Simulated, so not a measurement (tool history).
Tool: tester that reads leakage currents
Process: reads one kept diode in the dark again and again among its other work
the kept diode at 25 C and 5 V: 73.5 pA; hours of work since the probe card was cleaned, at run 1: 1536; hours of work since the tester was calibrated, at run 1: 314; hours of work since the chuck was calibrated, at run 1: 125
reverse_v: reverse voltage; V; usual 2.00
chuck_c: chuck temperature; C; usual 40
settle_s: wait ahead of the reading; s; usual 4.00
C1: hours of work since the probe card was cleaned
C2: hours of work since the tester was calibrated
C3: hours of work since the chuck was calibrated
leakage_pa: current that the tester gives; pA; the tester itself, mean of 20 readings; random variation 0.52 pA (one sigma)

{"run": 1, "day": 0.0, "reverse_v": 2.0, "chuck_c": 40, "settle_s": 4.0, "C1": 1536, "C2": 314, "C3": 125, "leakage_pa": 181.0}
{"run": 2, "day": 7.425, "reverse_v": 2.0, "chuck_c": 40, "settle_s": 2.97, "C1": 1631, "C2": 410, "C3": 220, "leakage_pa": 184.61}
{"run": 3, "day": 13.558, "reverse_v": 2.0, "chuck_c": 23, "settle_s": 4.0, "C1": 1710, "C2": 488, "C3": 298, "leakage_pa": 47.45}
{"run": 4, "day": 20.442, "reverse_v": 2.0, "chuck_c": 23, "settle_s": 4.0, "C1": 1798, "C2": 577, "C3": 387, "leakage_pa": 48.34}
{"run": 5, "day": 24.175, "reverse_v": 2.0, "chuck_c": 23, "settle_s": 4.0, "C1": 1846, "C2": 625, "C3": 435, "leakage_pa": 48.84}
{"run": 6, "day": 30.521, "reverse_v": 2.0, "chuck_c": 44, "settle_s": 4.0, "C1": 1927, "C2": 706, "C3": 516, "leakage_pa": 265.09}
{"run": 7, "day": 34.088, "reverse_v": 2.0, "chuck_c": 40, "settle_s": 0.5, "C1": 1973, "C2": 752, "C3": 562, "leakage_pa": 196.49}
{"run": 8, "day": 37.783, "reverse_v": 2.24, "chuck_c": 40, "settle_s": 4.0, "C1": 2021, "C2": 799, "C3": 609, "leakage_pa": 207.68}
{"run": 9, "day": 42.25, "reverse_v": 13.37, "chuck_c": 40, "settle_s": 4.0, "C1": 2078, "C2": 856, "C3": 666, "leakage_pa": 455.2}
{"day": 50.162, "done": "chuck's temperature calibrated"}
{"run": 10, "day": 50.588, "reverse_v": 12.62, "chuck_c": 40, "settle_s": 4.0, "C1": 2184, "C2": 962, "C3": 5, "leakage_pa": 393.8}
{"run": 11, "day": 58.279, "reverse_v": 12.62, "chuck_c": 40, "settle_s": 4.0, "C1": 2282, "C2": 1061, "C3": 104, "leakage_pa": 400.99}
{"run": 12, "day": 62.783, "reverse_v": 12.62, "chuck_c": 40, "settle_s": 4.0, "C1": 2340, "C2": 1119, "C3": 162, "leakage_pa": 405.75}
{"run": 13, "day": 71.358, "reverse_v": 2.0, "chuck_c": 40, "settle_s": 4.0, "C1": 2450, "C2": 1229, "C3": 272, "leakage_pa": 185.25}
{"run": 14, "day": 75.125, "reverse_v": 2.0, "chuck_c": 40, "settle_s": 4.0, "C1": 2498, "C2": 1277, "C3": 320, "leakage_pa": 186.45}
{"run": 15, "day": 82.646, "reverse_v": 2.0, "chuck_c": 40, "settle_s": 4.0, "C1": 2595, "C2": 1373, "C3": 417, "leakage_pa": 189.81}
{"run": 16, "day": 90.725, "reverse_v": 2.0, "chuck_c": 40, "settle_s": 4.0, "C1": 2698, "C2": 1477, "C3": 520, "leakage_pa": 193.18}
{"run": 17, "day": 97.2, "reverse_v": 2.0, "chuck_c": 40, "settle_s": 4.0, "C1": 2782, "C2": 1560, "C3": 603, "leakage_pa": 196.39}
{"run": 18, "day": 104.358, "reverse_v": 2.0, "chuck_c": 40, "settle_s": 4.0, "C1": 2873, "C2": 1652, "C3": 695, "leakage_pa": 198.99}
{"run": 19, "day": 109.283, "reverse_v": 2.0, "chuck_c": 40, "settle_s": 4.0, "C1": 2937, "C2": 1715, "C3": 758, "leakage_pa": 203.15}
{"day": 109.875, "done": "chuck's temperature calibrated"}
{"run": 20, "day": 117.021, "reverse_v": 2.0, "chuck_c": 40, "settle_s": 0.39, "C1": 3035, "C2": 1813, "C3": 92, "leakage_pa": 181.29}
{"run": 21, "day": 122.733, "reverse_v": 2.0, "chuck_c": 40, "settle_s": 0.39, "C1": 3108, "C2": 1886, "C3": 165, "leakage_pa": 184.15}
{"run": 22, "day": 128.883, "reverse_v": 18.32, "chuck_c": 52, "settle_s": 4.0, "C1": 3187, "C2": 1965, "C3": 244, "leakage_pa": 1178.48}
{"run": 23, "day": 137.446, "reverse_v": 18.32, "chuck_c": 52, "settle_s": 4.0, "C1": 3297, "C2": 2075, "C3": 354, "leakage_pa": 1197.41}
{"run": 24, "day": 145.067, "reverse_v": 18.32, "chuck_c": 52, "settle_s": 4.0, "C1": 3394, "C2": 2173, "C3": 451, "leakage_pa": 1227.17}
{"run": 25, "day": 148.988, "reverse_v": 16.68, "chuck_c": 57, "settle_s": 4.0, "C1": 3445, "C2": 2223, "C3": 502, "leakage_pa": 1682.19}
{"run": 26, "day": 152.95, "reverse_v": 3.4, "chuck_c": 36, "settle_s": 3.45, "C1": 3495, "C2": 2274, "C3": 552, "leakage_pa": 182.83}
{"run": 27, "day": 158.633, "reverse_v": 2.0, "chuck_c": 40, "settle_s": 0.39, "C1": 3568, "C2": 2347, "C3": 625, "leakage_pa": 199.39}
{"day": 162.071, "done": "probe card cleaned and baked"}
{"run": 28, "day": 162.929, "reverse_v": 2.62, "chuck_c": 25, "settle_s": 0.48, "C1": 11, "C2": 2400, "C3": 679, "leakage_pa": 64.91}
{"day": 170.092, "done": "chuck's temperature calibrated"}
{"run": 29, "day": 171.192, "reverse_v": 2.62, "chuck_c": 25, "settle_s": 0.48, "C1": 116, "C2": 2505, "C3": 14, "leakage_pa": 57.69}
{"run": 30, "day": 176.9, "reverse_v": 5.74, "chuck_c": 40, "settle_s": 1.39, "C1": 189, "C2": 2578, "C3": 87, "leakage_pa": 278.17}
{"run": 31, "day": 182.071, "reverse_v": 5.74, "chuck_c": 40, "settle_s": 1.39, "C1": 255, "C2": 2645, "C3": 154, "leakage_pa": 281.37}
{"run": 32, "day": 185.775, "reverse_v": 5.74, "chuck_c": 40, "settle_s": 1.39, "C1": 303, "C2": 2692, "C3": 201, "leakage_pa": 281.95}
{"run": 33, "day": 191.862, "reverse_v": 7.96, "chuck_c": 22, "settle_s": 4.22, "C1": 381, "C2": 2770, "C3": 279, "leakage_pa": 75.5}
{"run": 34, "day": 195.712, "reverse_v": 7.96, "chuck_c": 22, "settle_s": 0.81, "C1": 430, "C2": 2820, "C3": 329, "leakage_pa": 77.43}
{"run": 35, "day": 202.529, "reverse_v": 7.96, "chuck_c": 22, "settle_s": 0.81, "C1": 518, "C2": 2907, "C3": 416, "leakage_pa": 79.27}
{"run": 36, "day": 206.588, "reverse_v": 2.0, "chuck_c": 40, "settle_s": 1.18, "C1": 570, "C2": 2959, "C3": 468, "leakage_pa": 190.29}
{"run": 37, "day": 214.712, "reverse_v": 6.07, "chuck_c": 40, "settle_s": 1.18, "C1": 674, "C2": 3063, "C3": 572, "leakage_pa": 311.52}
{"run": 38, "day": 223.329, "reverse_v": 6.82, "chuck_c": 47, "settle_s": 1.79, "C1": 785, "C2": 3174, "C3": 683, "leakage_pa": 567.52}
{"run": 39, "day": 229.454, "reverse_v": 6.82, "chuck_c": 47, "settle_s": 1.79, "C1": 863, "C2": 3252, "C3": 761, "leakage_pa": 574.5}

The same runs without the tool's hidden state, with the same run-to-run variation:
The hidden state here: stray current of the dirty probe card, pA a volt; current scale over the true one, %; true chuck temperature over the reading, C; drift of the gauge itself on leakage_pa, %.
run=1 leakage_pa=173.57
run=2 leakage_pa=173.84
run=3 leakage_pa=42.05
run=4 leakage_pa=42.04
run=5 leakage_pa=42.03
run=6 leakage_pa=237.78
run=7 leakage_pa=173.70
run=8 leakage_pa=181.85
run=9 leakage_pa=384.04
run=10 leakage_pa=375.78
run=11 leakage_pa=375.86
run=12 leakage_pa=375.61
run=13 leakage_pa=173.98
run=14 leakage_pa=173.57
run=15 leakage_pa=173.62
run=16 leakage_pa=173.61
run=17 leakage_pa=173.82
run=18 leakage_pa=173.04
run=19 leakage_pa=174.51
run=20 leakage_pa=173.79
run=21 leakage_pa=174.26
run=22 leakage_pa=1091.46
run=23 leakage_pa=1088.02
run=24 leakage_pa=1097.61
run=25 leakage_pa=1513.85
run=26 leakage_pa=157.68
run=27 leakage_pa=174.05
run=28 leakage_pa=56.95
run=29 leakage_pa=56.84
run=30 leakage_pa=270.81
run=31 leakage_pa=270.55
run=32 leakage_pa=268.65
run=33 leakage_pa=68.93
run=34 leakage_pa=69.89
run=35 leakage_pa=69.97
run=36 leakage_pa=173.33
run=37 leakage_pa=277.48
run=38 leakage_pa=499.21
run=39 leakage_pa=498.61
